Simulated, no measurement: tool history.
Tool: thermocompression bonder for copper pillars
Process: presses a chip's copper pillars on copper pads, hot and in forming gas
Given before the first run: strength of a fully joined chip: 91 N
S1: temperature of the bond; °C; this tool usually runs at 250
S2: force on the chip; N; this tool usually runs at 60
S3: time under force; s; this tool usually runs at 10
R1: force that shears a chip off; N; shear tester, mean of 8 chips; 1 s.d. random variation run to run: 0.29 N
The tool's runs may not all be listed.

run    hour   S1  S2  S3    R1
  1       0  250  60  10  32.2
  2    49.1  250  60  10  32.2
  3    98.5  250  60  10  32.8
        127  -- forming gas filter changed
  4   140.5  250  60  10  32.1
  5   170.7  250  60  10  32.6
  6   201.1  250  60  10  32.7
  7   249.2  250  60  10  32.9
        264  -- heater calibrated with a thermocouple chip
  8   301.5  250  60  10  32.9
  9   330.2  250  60  10  32.4
 10   373.9  250  60   8  29.8
 11   401.6  250  60   8  29.9
 12   435.6  250  75  10  41.3
 13   477.1  250  75  10  41.5
 14   516.6  250  75  10  41.6
 15   574.3  250  75  10  41.2
 16   616.4  250  75  10  41.9
 17   647.9  250  85  10  46.6
 18   699.8  250  85  17  54.8
      733.6  -- forming gas filter changed
 19   733.6  250  45  17  29.2
 20   769.3  250  45  17  29.1
 21   800.1  259  76  22    60
 22   832.1  220  60   5  13.9
 23   878.3  250  60  22  43.6
 24   933.5  250  89  22  61.8
 25   985.8  235  38  27    22
 26  1026.4  250  58  10  31.6
 27  1056.2  270  60  23  56.6
 28  1083.2  226  40  20  17.8
 29  1116.7  226  40  20  17.3

Branching from run 29: 5 alternative next runs. What would each branch give?
  A  1171.8  226  71  20   ?
  B  1171.8  253  46  13   ?
  C  1171.8  270  60   5   ?
  D  1171.8  253  86   6   ?
  E  1171.8  226  73  10   ?

run    R1
  A  34.9
  B  27.9
  C  33.4
  D  40.9
  E  27.1
Stripped of hidden state, with their random variation kept, the same runs would have yielded:
run    R1
  A  35.1
  B  28.1
  C  33.6
  D  41.1
  E  27.3

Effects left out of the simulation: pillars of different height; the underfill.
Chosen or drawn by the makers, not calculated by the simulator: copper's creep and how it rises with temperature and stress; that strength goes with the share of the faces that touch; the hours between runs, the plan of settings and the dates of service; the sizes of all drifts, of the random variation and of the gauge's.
